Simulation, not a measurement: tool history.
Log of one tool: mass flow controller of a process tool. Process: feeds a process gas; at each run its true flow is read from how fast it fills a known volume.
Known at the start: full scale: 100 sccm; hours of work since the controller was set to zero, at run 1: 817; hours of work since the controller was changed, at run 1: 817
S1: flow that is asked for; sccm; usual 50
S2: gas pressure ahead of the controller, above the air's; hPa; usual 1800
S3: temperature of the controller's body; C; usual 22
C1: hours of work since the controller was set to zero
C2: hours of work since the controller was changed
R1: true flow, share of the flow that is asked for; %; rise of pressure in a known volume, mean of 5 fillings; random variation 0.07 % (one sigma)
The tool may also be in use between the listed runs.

| run | day | S1 | S2 | S3 | C1 | C2 | R1 |
|---|---|---|---|---|---|---|---|
| 1 | 0 | 50 | 1800 | 22 | 817 | 817 | 98.69 |
| 2 | 3.888 | 50 | 1800 | 22 | 850 | 850 | 98.57 |
| 3 | 6.042 | 50 | 1800 | 22 | 868 | 868 | 98.66 |
| 4 | 9.421 | 50 | 1800 | 22 | 897 | 897 | 98.33 |
| 5 | 11.442 | 50 | 2780 | 22 | 914 | 914 | 98.04 |
| 6 | 15.979 | 50 | 2780 | 22 | 952 | 952 | 97.62 |
| 7 | 19.108 | 26 | 1800 | 22 | 979 | 979 | 97.54 |
| 8 | 22.15 | 26 | 1800 | 22 | 1005 | 1005 | 97.4 |
| 9 | 25.004 | 30 | 1800 | 22 | 1029 | 1029 | 97.52 |
| 10 | 29.208 | 30 | 1800 | 22 | 1065 | 1065 | 97.24 |
| 11 | 32.533 | 50 | 1530 | 22 | 1093 | 1093 | 97.61 |
| 12 | 37.017 | 50 | 1800 | 28 | 1131 | 1131 | 97.89 |
| 13 | 40.292 | 50 | 1800 | 28 | 1159 | 1159 | 97.8 |
| 14 | 43.212 | 50 | 1800 | 28 | 1183 | 1183 | 97.74 |
|  | 45.017 | gauge calibrated |
| 15 | 45.871 | 34 | 1800 | 22 | 1206 | 1206 | 98.63 |
| 16 | 49.062 | 34 | 1800 | 22 | 1233 | 1233 | 98.41 |
| 17 | 52.95 | 34 | 1800 | 22 | 1266 | 1266 | 98.26 |
| 18 | 56.933 | 34 | 1800 | 22 | 1300 | 1300 | 97.98 |
| 19 | 60.888 | 34 | 1800 | 22 | 1334 | 1334 | 97.85 |
| 20 | 64.088 | 17 | 1800 | 22 | 1361 | 1361 | 97.31 |
| 21 | 66.788 | 50 | 1800 | 22 | 1384 | 1384 | 98.01 |
| 22 | 69.858 | 71 | 1800 | 22 | 1410 | 1410 | 98.27 |
| 23 | 73.196 | 71 | 1800 | 22 | 1438 | 1438 | 97.99 |
| 24 | 75.062 | 71 | 1800 | 22 | 1454 | 1454 | 97.93 |
| 25 | 78.642 | 50 | 1800 | 28 | 1484 | 1484 | 98.13 |
| 26 | 82.054 | 15 | 1800 | 28 | 1513 | 1513 | 97.25 |
| 27 | 84.108 | 53 | 2350 | 28 | 1531 | 1531 | 97.66 |
| 28 | 87.354 | 18 | 2350 | 21 | 1558 | 1558 | 96.37 |
| 29 | 89.592 | 47 | 1450 | 22 | 1577 | 1577 | 97.05 |
| 30 | 91.562 | 74 | 2300 | 36 | 1594 | 1594 | 98.66 |
| 31 | 93.542 | 50 | 2420 | 30 | 1611 | 1611 | 97.49 |
| 32 | 96.758 | 57 | 2580 | 23 | 1638 | 1638 | 96.59 |
| 33 | 98.683 | 50 | 1800 | 23 | 1655 | 1655 | 96.76 |
| 34 | 102.367 | 27 | 2670 | 23 | 1686 | 1686 | 95.88 |
| 35 | 104.517 | 29 | 1800 | 27 | 1704 | 1704 | 96.56 |
| 36 | 108.838 | 29 | 1800 | 27 | 1741 | 1741 | 96.44 |
| 37 | 112.821 | 29 | 2000 | 25 | 1775 | 1775 | 95.99 |
| 38 | 115.4 | 29 | 2000 | 25 | 1796 | 1796 | 95.81 |
| 39 | 117.529 | 91 | 1530 | 37 | 1815 | 1815 | 98.21 |
|  | 119.512 | gauge calibrated |
| 40 | 120.333 | 91 | 1530 | 37 | 1838 | 1838 | 101.21 |
| 41 | 124.05 | 89 | 2560 | 27 | 1870 | 1870 | 99.61 |
| 42 | 127.462 | 89 | 2560 | 27 | 1899 | 1899 | 99.34 |
| 43 | 131.367 | 89 | 1510 | 38 | 1932 | 1932 | 100.97 |
| 44 | 133.817 | 16 | 2230 | 33 | 1953 | 1953 | 98.73 |
| 45 | 137.171 | 15 | 2000 | 22 | 1981 | 1981 | 97.42 |
| 46 | 141.471 | 15 | 2000 | 22 | 2018 | 2018 | 97.17 |
| 47 | 145.471 | 15 | 2000 | 40 | 2052 | 2052 | 99.01 |

Hidden state or all else? Some run-to-run changes of R1, split into what the settings, what came in and random variation would give without the hidden state, and what is left for the hidden state (with any gauge scatter that isn't in both results):
The hidden state here: flow at rest that the sensor doesn't see, % of full scale; true flow over the shown one, %; drift of the gauge itself on true_pct, %.
Run 5 -> 6: no setting changed, nothing entered. R1 -0.42 %: hidden state -0.18, all else -0.24.
Run 14 -> 15: S1 50 -> 34, S3 28 -> 22, gauge calibrated. R1 +0.89 %: hidden state +1.72, all else -0.83.
Run 38 -> 39: S1 29 -> 91, S2 2000 -> 1530, S3 25 -> 37. R1 +2.4 %: hidden state -0.16, all else +2.56.
Run 39 -> 40: gauge calibrated. R1 +3 %: hidden state +2.94, all else +0.06.
Run 43 -> 44: S1 89 -> 16, S2 1510 -> 2230, S3 38 -> 33. R1 -2.24 %: hidden state -0.08, all else -2.16.
